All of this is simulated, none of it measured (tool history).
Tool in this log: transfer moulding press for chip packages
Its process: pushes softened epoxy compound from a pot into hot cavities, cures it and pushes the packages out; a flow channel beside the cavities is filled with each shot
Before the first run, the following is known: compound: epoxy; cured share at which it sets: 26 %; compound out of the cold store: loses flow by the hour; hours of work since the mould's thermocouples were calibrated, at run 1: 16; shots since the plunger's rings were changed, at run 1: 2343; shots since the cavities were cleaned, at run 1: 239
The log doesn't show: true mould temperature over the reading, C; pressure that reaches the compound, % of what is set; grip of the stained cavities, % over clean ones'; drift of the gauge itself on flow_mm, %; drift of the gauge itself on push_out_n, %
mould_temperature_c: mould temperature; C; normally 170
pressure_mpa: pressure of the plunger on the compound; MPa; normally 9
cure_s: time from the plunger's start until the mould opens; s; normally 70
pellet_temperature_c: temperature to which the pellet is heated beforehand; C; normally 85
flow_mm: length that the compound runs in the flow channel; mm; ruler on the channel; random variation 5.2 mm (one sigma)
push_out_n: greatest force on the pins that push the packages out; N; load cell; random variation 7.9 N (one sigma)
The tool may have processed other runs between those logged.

run	hour	mould_temperature_c	pressure_mpa	cure_s	pellet_temperature_c	hours of work since the mould's thermocouples were calibrated	shots since the plunger's rings were changed	shots since the cavities were cleaned	incoming compound's hours out of the cold store	flow_mm	push_out_n
1	0	170	9	70	85	16	2343	239	10.4	896	499
2	10.8	170	10.04	70	85	23	2509	405	11.3	931	575
3	20.4	170	10.04	70	85	29	2657	553	26.5	892	607
4	26	170	10.04	70	85	32	2743	639	42.7	846	589
5	32.3	170	9	70	85	36	2839	735	29.9	836	629
# hour 37: cavities cleaned with cleaning compound and waxed
6	43.2	170	9	70	85	42	2983	95	43.8	791	393
7	52.9	170	9	70	85	48	3132	244	14.5	872	512
8	57.5	170	9	70	90	50	3204	316	20.3	848	535
9	66.3	170	9	70	85	56	3338	450	23.7	847	603
10	75.2	170	9	70	85	61	3476	588	45.5	788	585
# hour 78.2: mould's thermocouples calibrated
11	88	170	9	70	85	6	3641	753	37	799	638
# hour 91.8: cavities cleaned with cleaning compound and waxed
12	94.5	170	7.72	88	85	9	3717	41	47.1	718	273
13	99.8	169	7.1	88	93	12	3798	122	10.7	777	304
# hour 104.4: mould's thermocouples calibrated, once more
# hour 111.5: plunger's sealing rings changed
14	115.1	169	7.1	88	93	5	56	289	23.3	792	385
15	125	164	7.46	104	83	11	208	441	40.8	776	420
16	135.7	167	7.46	104	81	18	372	605	42	760	434
17	145	165	7.04	70	85	23	514	747	10.9	825	1000
# hour 149.2: cavities cleaned with cleaning compound and waxed
18	156.6	170	8.38	60	85	29	669	113	16.1	869	680
19	165.9	170	8.38	60	85	35	812	256	14.5	875	746
20	176.8	174	9	85	85	42	979	423	12	905	387

Here are 5 independent what-if runs from the current tool condition. What would each one return?
A	184.6	174	9	85	88	46	1099	543	14.8	?	?
B	184.6	174	9.7	93	85	46	1099	543	47	?	?
C	184.6	174	7.5	98	85	46	1099	543	37.4	?	?
D	184.6	177	6.99	70	83	46	1099	543	14.2	?	?
E	184.6	172	9	63	87	46	1099	543	38.6	?	?

run	flow_mm	push_out_n
A	884	399
B	832	401
C	751	386
D	780	447
E	827	672
With no hidden state in the tool, these same runs would have given:
run	flow_mm	push_out_n
A	898	220
B	845	221
C	763	213
D	793	246
E	840	372
